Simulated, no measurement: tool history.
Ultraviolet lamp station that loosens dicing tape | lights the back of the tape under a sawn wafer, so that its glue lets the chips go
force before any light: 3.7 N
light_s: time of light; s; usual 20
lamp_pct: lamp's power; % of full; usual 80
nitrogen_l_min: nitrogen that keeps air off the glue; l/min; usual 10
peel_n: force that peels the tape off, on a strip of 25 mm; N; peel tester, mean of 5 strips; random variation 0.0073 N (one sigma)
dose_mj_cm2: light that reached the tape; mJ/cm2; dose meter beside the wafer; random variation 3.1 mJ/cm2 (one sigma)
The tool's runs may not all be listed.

run 1 hour=0 | light_s=20 lamp_pct=80 nitrogen_l_min=10 | peel_n=0.34 dose_mj_cm2=385
-- hour=34.1 window cleaned of glue's vapour
run 2 hour=37.7 | light_s=20 lamp_pct=80 nitrogen_l_min=10 | peel_n=0.361 dose_mj_cm2=365
run 3 hour=64.5 | light_s=17 lamp_pct=80 nitrogen_l_min=10 | peel_n=0.469 dose_mj_cm2=307
run 4 hour=100.4 | light_s=17 lamp_pct=80 nitrogen_l_min=10 | peel_n=0.492 dose_mj_cm2=305
run 5 hour=135 | light_s=17 lamp_pct=80 nitrogen_l_min=10 | peel_n=0.484 dose_mj_cm2=300
run 6 hour=157.5 | light_s=17 lamp_pct=80 nitrogen_l_min=10 | peel_n=0.48 dose_mj_cm2=295
run 7 hour=176.9 | light_s=17 lamp_pct=80 nitrogen_l_min=10 | peel_n=0.496 dose_mj_cm2=292
run 8 hour=207.7 | light_s=20 lamp_pct=80 nitrogen_l_min=10 | peel_n=0.41 dose_mj_cm2=343
run 9 hour=248.7 | light_s=11 lamp_pct=80 nitrogen_l_min=10 | peel_n=0.979 dose_mj_cm2=188
-- hour=262.2 window cleaned of glue's vapour, once more
run 10 hour=272.9 | light_s=20 lamp_pct=80 nitrogen_l_min=10 | peel_n=0.304 dose_mj_cm2=425
run 11 hour=296.6 | light_s=20 lamp_pct=80 nitrogen_l_min=4 | peel_n=0.519 dose_mj_cm2=418
run 12 hour=318.4 | light_s=20 lamp_pct=80 nitrogen_l_min=10 | peel_n=0.306 dose_mj_cm2=419
run 13 hour=338.6 | light_s=20 lamp_pct=80 nitrogen_l_min=10 | peel_n=0.329 dose_mj_cm2=413
run 14 hour=381.7 | light_s=20 lamp_pct=80 nitrogen_l_min=10 | peel_n=0.316 dose_mj_cm2=408
run 15 hour=414.5 | light_s=20 lamp_pct=80 nitrogen_l_min=10 | peel_n=0.323 dose_mj_cm2=400
run 16 hour=445.3 | light_s=20 lamp_pct=80 nitrogen_l_min=10 | peel_n=0.337 dose_mj_cm2=399
run 17 hour=477.4 | light_s=20 lamp_pct=80 nitrogen_l_min=10 | peel_n=0.343 dose_mj_cm2=394
run 18 hour=505.8 | light_s=20 lamp_pct=80 nitrogen_l_min=10 | peel_n=0.324 dose_mj_cm2=385
run 19 hour=524.7 | light_s=20 lamp_pct=80 nitrogen_l_min=10 | peel_n=0.339 dose_mj_cm2=382
run 20 hour=554.4 | light_s=20 lamp_pct=80 nitrogen_l_min=8 | peel_n=0.396 dose_mj_cm2=379
run 21 hour=596.6 | light_s=20 lamp_pct=80 nitrogen_l_min=8 | peel_n=0.411 dose_mj_cm2=373
run 22 hour=641.6 | light_s=27 lamp_pct=80 nitrogen_l_min=3 | peel_n=0.487 dose_mj_cm2=499
run 23 hour=662.7 | light_s=17 lamp_pct=80 nitrogen_l_min=8 | peel_n=0.523 dose_mj_cm2=308
-- hour=677.7 window cleaned of glue's vapour
run 24 hour=692.5 | light_s=17 lamp_pct=80 nitrogen_l_min=8 | peel_n=0.458 dose_mj_cm2=337
run 25 hour=714.7 | light_s=17 lamp_pct=66 nitrogen_l_min=3 | peel_n=1.142 dose_mj_cm2=282
run 26 hour=754.3 | light_s=16 lamp_pct=66 nitrogen_l_min=4 | peel_n=1.013 dose_mj_cm2=263
run 27 hour=789.5 | light_s=13 lamp_pct=85 nitrogen_l_min=4 | peel_n=0.995 dose_mj_cm2=273
run 28 hour=811.7 | light_s=13 lamp_pct=85 nitrogen_l_min=4 | peel_n=1.001 dose_mj_cm2=270
run 29 hour=856.8 | light_s=13 lamp_pct=85 nitrogen_l_min=4 | peel_n=1.035 dose_mj_cm2=263
run 30 hour=892.9 | light_s=13 lamp_pct=86 nitrogen_l_min=4 | peel_n=1.028 dose_mj_cm2=258
run 31 hour=919.9 | light_s=13 lamp_pct=86 nitrogen_l_min=4 | peel_n=1.044 dose_mj_cm2=260
run 32 hour=955.3 | light_s=32 lamp_pct=63 nitrogen_l_min=4 | peel_n=0.471 dose_mj_cm2=459
run 33 hour=998.1 | light_s=32 lamp_pct=71 nitrogen_l_min=4 | peel_n=0.405 dose_mj_cm2=516
run 34 hour=1019.2 | light_s=16 lamp_pct=63 nitrogen_l_min=3 | peel_n=1.368 dose_mj_cm2=224
run 35 hour=1052.2 | light_s=16 lamp_pct=63 nitrogen_l_min=3 | peel_n=1.368 dose_mj_cm2=223
-- hour=1092.8 window cleaned of glue's vapour
run 36 hour=1097.9 | light_s=10 lamp_pct=63 nitrogen_l_min=8 | peel_n=1.323 dose_mj_cm2=153
run 37 hour=1126 | light_s=16 lamp_pct=71 nitrogen_l_min=3 | peel_n=1.091 dose_mj_cm2=276
run 38 hour=1157.1 | light_s=16 lamp_pct=71 nitrogen_l_min=3 | peel_n=1.131 dose_mj_cm2=271
run 39 hour=1177.1 | light_s=20 lamp_pct=93 nitrogen_l_min=14 | peel_n=0.252 dose_mj_cm2=443
run 40 hour=1198.3 | light_s=11 lamp_pct=84 nitrogen_l_min=14 | peel_n=0.62 dose_mj_cm2=216
run 41 hour=1242.7 | light_s=11 lamp_pct=84 nitrogen_l_min=14 | peel_n=0.676 dose_mj_cm2=216
run 42 hour=1279.9 | light_s=18 lamp_pct=84 nitrogen_l_min=14 | peel_n=0.341 dose_mj_cm2=342

Some steps in peel_n between neighbouring runs. How much of each would the tool show without its hidden state too (settings, what came in, random variation), and how much is left for the hidden state, with any gauge scatter that isn't in both results?
The hidden state here: lamp's light, % of a new lamp's; light that the window lets through, % of a clean one's; drift of the gauge itself on peel_n, %; drift of the gauge itself on dose_mj_cm2, %.
Run 8 -> 9: light_s 20 -> 11. peel_n +0.569 N: hidden state +0.215, all else +0.354.
Run 9 -> 10: light_s 11 -> 20, window cleaned of glue's vapour, once more. peel_n -0.675 N: hidden state -0.32, all else -0.355.
Run 24 -> 25: lamp_pct 80 -> 66, nitrogen_l_min 8 -> 3. peel_n +0.684 N: hidden state +0.102, all else +0.582.
Run 33 -> 34: light_s 32 -> 16, lamp_pct 71 -> 63, nitrogen_l_min 4 -> 3. peel_n +0.963 N: hidden state +0.218, all else +0.745.
Run 38 -> 39: light_s 16 -> 20, lamp_pct 71 -> 93, nitrogen_l_min 3 -> 14. peel_n -0.879 N: hidden state -0.205, all else -0.674.
